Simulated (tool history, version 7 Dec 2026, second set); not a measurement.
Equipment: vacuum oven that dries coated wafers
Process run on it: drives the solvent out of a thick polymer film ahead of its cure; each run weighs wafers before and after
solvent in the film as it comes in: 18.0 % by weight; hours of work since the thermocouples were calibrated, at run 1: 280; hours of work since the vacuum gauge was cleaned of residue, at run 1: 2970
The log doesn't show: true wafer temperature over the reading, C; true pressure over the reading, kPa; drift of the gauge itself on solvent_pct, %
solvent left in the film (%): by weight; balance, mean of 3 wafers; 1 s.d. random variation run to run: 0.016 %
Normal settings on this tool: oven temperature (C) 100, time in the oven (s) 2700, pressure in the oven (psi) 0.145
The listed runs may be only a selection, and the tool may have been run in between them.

run	hour	oven temperature (C)	time in the oven (s)	pressure in the oven (psi)	hours of work since the thermocouples were calibrated	hours of work since the vacuum gauge was cleaned of residue	solvent left in the film (%)
1	0	100	2700	0.145	280	2970	2.42
2	93.3	100	2700	0.145	348	3038	2.46
3	149.5	100	2700	0.145	390	3080	2.39
4	229	100	2700	0.145	449	3139	2.38
5	332.4	100	2700	0.145	525	3215	2.33
6	414	100	2700	0.145	585	3275	2.32
# hour 469.8: vacuum gauge cleaned of residue and calibrated
7	489	100	2700	0.145	639	14	1.9
8	588.1	100	2700	0.205	712	87	2.16
9	648.2	100	2700	0.152	757	132	1.9
10	716.6	100	2700	0.145	807	182	1.86
# hour 744.7: oven's thermocouples calibrated
11	814.3	100	2700	0.306	51	253	2.69
12	907.6	100	2700	0.306	120	322	2.68
13	985	100	2700	0.294	177	379	2.61
14	1082.2	100	2700	0.294	249	450	2.56
15	1134	88	2700	0.294	287	489	6.66
16	1181.3	88	2700	0.294	322	524	6.65
17	1251	100	2700	0.145	374	575	1.84
18	1325.6	98	2220	0.319	429	630	3.8
19	1395.8	98	2220	0.319	480	682	3.83
20	1449.1	104	1920	0.145	520	721	1.93
21	1491.9	92	1920	0.205	551	753	6.13
22	1562.2	104	3360	0.431	603	805	2.06
23	1613.1	94	1380	0.325	641	842	7.36
24	1697	94	1380	0.325	703	904	7.36
25	1769.2	94	1380	0.325	756	957	7.3
26	1862.2	88	3060	0.145	825	1026	5
# hour 1872: oven's thermocouples calibrated
27	1934.8	88	3240	0.241	46	1078	5.96
28	2014.2	86	2700	0.145	105	1137	7.06
29	2114.3	86	2700	0.145	179	1211	7.03
30	2211.7	95	2700	0.145	251	1282	3.47
31	2287.7	95	2700	0.145	307	1339	3.44
32	2356.6	103	3180	0.567	358	1389	2.99
33	2439	106	3180	0.091	418	1450	0.64
34	2492.2	106	2640	0.091	458	1489	0.85

How would selected steps in solvent left in the film (%) from run to run divide? Give the signed amount a tool lacking its hidden state would still show from settings, what came in and random variation, and the signed amount left for the hidden state, including any gauge scatter that is not in both of the compared results.
Run 6 -> 7: vacuum gauge cleaned of residue and calibrated. solvent left in the film (%) -0.42: hidden state -0.42, all else +0.
Run 16 -> 17: oven temperature (C) 88 -> 100, pressure in the oven (psi) 0.294 -> 0.145. solvent left in the film (%) -4.81: hidden state +0.19, all else -5.
Run 20 -> 21: oven temperature (C) 104 -> 92, pressure in the oven (psi) 0.145 -> 0.205. solvent left in the film (%) +4.2: hidden state -0.25, all else +4.45.
Run 22 -> 23: oven temperature (C) 104 -> 94, time in the oven (s) 3360 -> 1380, pressure in the oven (psi) 0.431 -> 0.325. solvent left in the film (%) +5.3: hidden state -0.47, all else +5.77.
Run 26 -> 27: time in the oven (s) 3060 -> 3240, pressure in the oven (psi) 0.145 -> 0.241, oven's thermocouples calibrated. solvent left in the film (%) +0.96: hidden state +0.69, all else +0.27.
